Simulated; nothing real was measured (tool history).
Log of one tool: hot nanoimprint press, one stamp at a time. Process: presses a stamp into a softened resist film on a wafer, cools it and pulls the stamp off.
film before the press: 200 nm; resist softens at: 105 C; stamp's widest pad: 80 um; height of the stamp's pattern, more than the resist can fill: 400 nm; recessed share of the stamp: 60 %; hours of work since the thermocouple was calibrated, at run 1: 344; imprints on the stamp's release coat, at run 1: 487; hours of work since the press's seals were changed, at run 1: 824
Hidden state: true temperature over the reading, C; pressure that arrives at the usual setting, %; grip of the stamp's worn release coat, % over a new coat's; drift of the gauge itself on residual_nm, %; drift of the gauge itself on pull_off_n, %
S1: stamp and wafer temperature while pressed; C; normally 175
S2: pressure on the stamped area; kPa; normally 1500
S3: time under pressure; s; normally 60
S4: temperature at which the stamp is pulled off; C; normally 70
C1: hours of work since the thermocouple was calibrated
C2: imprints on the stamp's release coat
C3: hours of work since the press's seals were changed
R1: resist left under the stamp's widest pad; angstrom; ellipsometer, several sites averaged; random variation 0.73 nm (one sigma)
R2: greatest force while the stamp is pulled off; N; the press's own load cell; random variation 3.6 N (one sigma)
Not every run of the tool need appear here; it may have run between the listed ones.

run 1 hour=0 | S1=175 S2=1500 S3=60 S4=70 | C1=344 C2=487 C3=824 | R1=1057 R2=195
-- hour=46.7 plate thermocouple calibrated
run 2 hour=48.5 | S1=186 S2=1500 S3=60 S4=70 | C1=1 C2=686 C3=854 | R1=647 R2=221
-- hour=83 stamp cleaned and given a new release coat
run 3 hour=92.5 | S1=175 S2=1500 S3=60 S4=70 | C1=26 C2=42 C3=879 | R1=1085 R2=176
run 4 hour=154.1 | S1=175 S2=1500 S3=60 S4=70 | C1=67 C2=311 C3=919 | R1=1082 R2=197
run 5 hour=195.4 | S1=175 S2=1500 S3=60 S4=70 | C1=94 C2=491 C3=947 | R1=1103 R2=211
-- hour=274.9 stamp cleaned and given a new release coat
run 6 hour=292.4 | S1=184 S2=1500 S3=79 S4=70 | C1=155 C2=76 C3=1007 | R1=644 R2=174
run 7 hour=365.5 | S1=184 S2=1500 S3=79 S4=70 | C1=203 C2=395 C3=1055 | R1=651 R2=204
-- hour=397.2 press's hydraulic seals changed and the load cell set to zero
run 8 hour=426.4 | S1=184 S2=1500 S3=79 S4=60 | C1=238 C2=626 C3=19 | R1=624 R2=254
-- hour=474.1 stamp cleaned and given a new release coat
-- hour=517.9 plate thermocouple calibrated, once more
run 9 hour=525.5 | S1=187 S2=1360 S3=79 S4=60 | C1=5 C2=211 C3=79 | R1=521 R2=219
run 10 hour=591.5 | S1=168 S2=1500 S3=33 S4=70 | C1=49 C2=499 C3=123 | R1=1553 R2=204

Here are 5 independent what-if runs from the current tool condition. What would each one return?
run A hour=635 | S1=175 S2=1500 S3=60 S4=56 | C1=77 C2=689 C3=151 | R1=? R2=?
run B hour=635 | S1=186 S2=1500 S3=33 S4=70 | C1=77 C2=689 C3=151 | R1=? R2=?
run C hour=635 | S1=167 S2=980 S3=33 S4=70 | C1=77 C2=689 C3=151 | R1=? R2=?
run D hour=635 | S1=175 S2=910 S3=100 S4=70 | C1=77 C2=689 C3=151 | R1=? R2=?
run E hour=635 | S1=181 S2=1500 S3=44 S4=78 | C1=77 C2=689 C3=151 | R1=? R2=?

run=A R1=997 R2=265
run=B R1=772 R2=210
run=C R1=1691 R2=214
run=D R1=997 R2=219
run=E R1=872 R2=192
What these runs would have given with no unlogged condition in the tool:
run=A R1=989 R2=212
run=B R1=766 R2=168
run=C R1=1686 R2=171
run=D R1=989 R2=175
run=E R1=865 R2=153
